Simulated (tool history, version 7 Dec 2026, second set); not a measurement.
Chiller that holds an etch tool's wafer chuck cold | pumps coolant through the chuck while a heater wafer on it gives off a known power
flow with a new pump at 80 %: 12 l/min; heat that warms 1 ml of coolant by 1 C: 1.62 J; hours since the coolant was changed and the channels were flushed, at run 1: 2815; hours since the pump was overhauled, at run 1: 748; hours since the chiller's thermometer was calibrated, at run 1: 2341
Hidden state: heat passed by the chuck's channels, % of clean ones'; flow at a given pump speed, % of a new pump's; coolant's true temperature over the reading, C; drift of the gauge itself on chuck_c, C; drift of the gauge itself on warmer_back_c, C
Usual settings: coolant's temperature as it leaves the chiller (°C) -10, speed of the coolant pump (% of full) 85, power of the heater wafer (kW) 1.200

run,day,coolant's temperature as it leaves the chiller (°C),speed of the coolant pump (% of full),power of the heater wafer (kW),hours since the coolant was changed and the channels were flushed,hours since the pump was overhauled,hours since the chiller's thermometer was calibrated,chuck's temperature once it has settled (°C),how much warmer the coolant comes back (C)
1,0.000,-10,85,1.200,2815,748,2341,-1.7,3.47
2,1.512,-17,85,1.200,2851,784,2378,-8.5,3.47
3,3.846,-10,85,0.664,2908,840,2434,-5.2,1.98
4,6.683,-10,85,0.664,2976,909,2502,-5.3,1.97
5,8.721,-10,85,0.664,3025,957,2551,-5.4,1.87
6,11.558,-10,85,0.664,3093,1025,2619,-5.2,1.91
7,12.975,-10,85,0.664,3127,1059,2653,-5.4,1.86
# day 14.050: coolant changed, channels flushed
8,14.696,-10,85,1.745,16,1095,2688,2.2,4.97
9,16.021,-13,88,1.265,47,1127,2720,-4.4,3.48
10,18.804,-6,85,1.200,114,1193,2787,2.4,3.42
11,20.125,-7,69,1.200,146,1225,2818,2.9,4.11
12,22.962,-7,69,1.200,214,1293,2886,2.9,4.12
13,25.062,-10,77,1.714,264,1344,2937,3.0,5.36

Run 14 comes next. What will it give?
14,27.929,-19,85,0.628,333,1412,3006,?,?

Run 14 gave chuck's temperature once it has settled (°C) -14.5, how much warmer the coolant comes back (C) 1.67.
Without the tool's hidden state the same run would have given chuck's temperature once it has settled (°C) -14.5, how much warmer the coolant comes back (C) 1.81.
